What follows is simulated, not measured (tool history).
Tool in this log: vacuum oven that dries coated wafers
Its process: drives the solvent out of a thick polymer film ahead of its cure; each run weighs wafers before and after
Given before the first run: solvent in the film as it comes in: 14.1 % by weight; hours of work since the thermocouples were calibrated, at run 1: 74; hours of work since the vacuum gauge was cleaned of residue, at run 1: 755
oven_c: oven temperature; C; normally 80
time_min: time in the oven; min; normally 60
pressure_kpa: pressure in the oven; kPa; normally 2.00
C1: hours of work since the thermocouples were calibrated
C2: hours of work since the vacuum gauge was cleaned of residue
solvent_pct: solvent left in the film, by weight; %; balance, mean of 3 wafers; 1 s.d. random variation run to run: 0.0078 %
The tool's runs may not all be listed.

{"run": 1, "hour": 0.0, "oven_c": 80, "time_min": 60, "pressure_kpa": 2.0, "C1": 74, "C2": 755, "solvent_pct": 1.127}
{"run": 2, "hour": 30.1, "oven_c": 80, "time_min": 60, "pressure_kpa": 2.0, "C1": 97, "C2": 778, "solvent_pct": 1.114}
{"run": 3, "hour": 49.9, "oven_c": 80, "time_min": 60, "pressure_kpa": 2.0, "C1": 112, "C2": 793, "solvent_pct": 1.123}
{"run": 4, "hour": 85.3, "oven_c": 80, "time_min": 60, "pressure_kpa": 1.77, "C1": 138, "C2": 819, "solvent_pct": 1.079}
{"run": 5, "hour": 117.9, "oven_c": 80, "time_min": 60, "pressure_kpa": 2.0, "C1": 163, "C2": 844, "solvent_pct": 1.123}
{"run": 6, "hour": 138.8, "oven_c": 86, "time_min": 60, "pressure_kpa": 2.0, "C1": 178, "C2": 859, "solvent_pct": 0.491}
{"run": 7, "hour": 160.0, "oven_c": 86, "time_min": 60, "pressure_kpa": 2.0, "C1": 194, "C2": 875, "solvent_pct": 0.498}
{"run": 8, "hour": 194.8, "oven_c": 86, "time_min": 60, "pressure_kpa": 2.0, "C1": 220, "C2": 901, "solvent_pct": 0.474}
{"run": 9, "hour": 220.0, "oven_c": 86, "time_min": 60, "pressure_kpa": 2.0, "C1": 239, "C2": 920, "solvent_pct": 0.493}
{"run": 10, "hour": 240.2, "oven_c": 86, "time_min": 60, "pressure_kpa": 2.0, "C1": 254, "C2": 935, "solvent_pct": 0.497}
{"run": 11, "hour": 280.0, "oven_c": 80, "time_min": 60, "pressure_kpa": 2.0, "C1": 284, "C2": 965, "solvent_pct": 1.115}
{"run": 12, "hour": 302.5, "oven_c": 80, "time_min": 60, "pressure_kpa": 2.0, "C1": 301, "C2": 982, "solvent_pct": 1.112}
{"run": 13, "hour": 331.7, "oven_c": 80, "time_min": 60, "pressure_kpa": 2.0, "C1": 323, "C2": 1004, "solvent_pct": 1.121}
{"run": 14, "hour": 370.0, "oven_c": 80, "time_min": 60, "pressure_kpa": 2.0, "C1": 351, "C2": 1032, "solvent_pct": 1.123}
{"run": 15, "hour": 393.8, "oven_c": 80, "time_min": 60, "pressure_kpa": 2.0, "C1": 369, "C2": 1050, "solvent_pct": 1.122}
{"run": 16, "hour": 415.0, "oven_c": 80, "time_min": 60, "pressure_kpa": 1.27, "C1": 385, "C2": 1066, "solvent_pct": 0.957}
{"run": 17, "hour": 453.2, "oven_c": 75, "time_min": 60, "pressure_kpa": 2.0, "C1": 414, "C2": 1094, "solvent_pct": 2.204}
{"run": 18, "hour": 484.9, "oven_c": 77, "time_min": 60, "pressure_kpa": 2.0, "C1": 437, "C2": 1118, "solvent_pct": 1.725}
{"run": 19, "hour": 528.6, "oven_c": 77, "time_min": 60, "pressure_kpa": 2.0, "C1": 470, "C2": 1151, "solvent_pct": 1.693}
{"run": 20, "hour": 551.0, "oven_c": 77, "time_min": 60, "pressure_kpa": 1.99, "C1": 487, "C2": 1168, "solvent_pct": 1.696}
{"run": 21, "hour": 596.2, "oven_c": 89, "time_min": 60, "pressure_kpa": 2.0, "C1": 521, "C2": 1201, "solvent_pct": 0.366}
{"run": 22, "hour": 635.3, "oven_c": 89, "time_min": 60, "pressure_kpa": 2.0, "C1": 550, "C2": 1231, "solvent_pct": 0.352}
{"run": 23, "hour": 669.1, "oven_c": 89, "time_min": 60, "pressure_kpa": 2.0, "C1": 575, "C2": 1256, "solvent_pct": 0.372}
{"run": 24, "hour": 693.9, "oven_c": 89, "time_min": 60, "pressure_kpa": 2.0, "C1": 594, "C2": 1275, "solvent_pct": 0.364}
{"run": 25, "hour": 737.2, "oven_c": 80, "time_min": 60, "pressure_kpa": 1.62, "C1": 626, "C2": 1307, "solvent_pct": 1.032}
{"run": 26, "hour": 773.3, "oven_c": 80, "time_min": 71, "pressure_kpa": 1.71, "C1": 653, "C2": 1334, "solvent_pct": 0.795}
{"run": 27, "hour": 817.6, "oven_c": 91, "time_min": 71, "pressure_kpa": 1.77, "C1": 686, "C2": 1367, "solvent_pct": 0.27}
{"run": 28, "hour": 853.1, "oven_c": 91, "time_min": 71, "pressure_kpa": 1.77, "C1": 713, "C2": 1394, "solvent_pct": 0.27}
{"run": 29, "hour": 874.2, "oven_c": 91, "time_min": 71, "pressure_kpa": 1.77, "C1": 729, "C2": 1409, "solvent_pct": 0.285}
{"hour": 880.1, "done": "oven's thermocouples calibrated"}
{"run": 30, "hour": 905.5, "oven_c": 91, "time_min": 71, "pressure_kpa": 1.77, "C1": 19, "C2": 1431, "solvent_pct": 0.279}
{"run": 31, "hour": 932.3, "oven_c": 91, "time_min": 71, "pressure_kpa": 1.77, "C1": 39, "C2": 1451, "solvent_pct": 0.274}
{"run": 32, "hour": 952.9, "oven_c": 77, "time_min": 60, "pressure_kpa": 2.0, "C1": 54, "C2": 1467, "solvent_pct": 1.714}
{"run": 33, "hour": 984.5, "oven_c": 77, "time_min": 60, "pressure_kpa": 2.0, "C1": 78, "C2": 1491, "solvent_pct": 1.709}
{"run": 34, "hour": 1005.9, "oven_c": 77, "time_min": 60, "pressure_kpa": 2.0, "C1": 94, "C2": 1507, "solvent_pct": 1.719}
{"run": 35, "hour": 1040.4, "oven_c": 82, "time_min": 35, "pressure_kpa": 1.09, "C1": 120, "C2": 1532, "solvent_pct": 1.896}
{"run": 36, "hour": 1071.5, "oven_c": 82, "time_min": 35, "pressure_kpa": 1.09, "C1": 143, "C2": 1556, "solvent_pct": 1.881}
{"hour": 1108.6, "done": "vacuum gauge cleaned of residue and calibrated"}
{"run": 37, "hour": 1116.0, "oven_c": 82, "time_min": 35, "pressure_kpa": 1.09, "C1": 175, "C2": 6, "solvent_pct": 1.883}
{"run": 38, "hour": 1137.0, "oven_c": 86, "time_min": 41, "pressure_kpa": 3.72, "C1": 191, "C2": 21, "solvent_pct": 1.19}
{"run": 39, "hour": 1179.2, "oven_c": 92, "time_min": 75, "pressure_kpa": 2.6, "C1": 223, "C2": 53, "solvent_pct": 0.381}
{"run": 40, "hour": 1209.5, "oven_c": 92, "time_min": 75, "pressure_kpa": 2.6, "C1": 245, "C2": 76, "solvent_pct": 0.376}
{"run": 41, "hour": 1229.5, "oven_c": 75, "time_min": 72, "pressure_kpa": 7.76, "C1": 260, "C2": 90, "solvent_pct": 3.175}
{"run": 42, "hour": 1251.3, "oven_c": 75, "time_min": 72, "pressure_kpa": 7.76, "C1": 277, "C2": 107, "solvent_pct": 3.181}
{"run": 43, "hour": 1280.9, "oven_c": 68, "time_min": 72, "pressure_kpa": 4.81, "C1": 299, "C2": 129, "solvent_pct": 4.542}
{"run": 44, "hour": 1308.6, "oven_c": 90, "time_min": 33, "pressure_kpa": 2.0, "C1": 320, "C2": 150, "solvent_pct": 0.728}
{"run": 45, "hour": 1347.2, "oven_c": 90, "time_min": 42, "pressure_kpa": 2.93, "C1": 348, "C2": 179, "solvent_pct": 0.625}
{"run": 46, "hour": 1371.6, "oven_c": 68, "time_min": 73, "pressure_kpa": 1.21, "C1": 367, "C2": 197, "solvent_pct": 3.454}
{"run": 47, "hour": 1414.4, "oven_c": 79, "time_min": 72, "pressure_kpa": 4.47, "C1": 399, "C2": 229, "solvent_pct": 1.542}

Forecast each of these 4 alternatives for the next run:
{"run": "A", "hour": 1435.1, "oven_c": 80, "time_min": 60, "pressure_kpa": 7.08, "C1": 414, "C2": 244, "solvent_pct": "?"}
{"run": "B", "hour": 1435.1, "oven_c": 94, "time_min": 86, "pressure_kpa": 7.59, "C1": 414, "C2": 244, "solvent_pct": "?"}
{"run": "C", "hour": 1435.1, "oven_c": 80, "time_min": 60, "pressure_kpa": 1.05, "C1": 414, "C2": 244, "solvent_pct": "?"}
{"run": "D", "hour": 1435.1, "oven_c": 79, "time_min": 45, "pressure_kpa": 3.93, "C1": 414, "C2": 244, "solvent_pct": "?"}

run=A solvent_pct=2.235
run=B solvent_pct=1.021
run=C solvent_pct=0.904
run=D solvent_pct=2.465
Take away the tool's hidden state, keep each run's random variation, and the runs would have read:
run=A solvent_pct=2.241
run=B solvent_pct=1.022
run=C solvent_pct=0.909
run=D solvent_pct=2.472
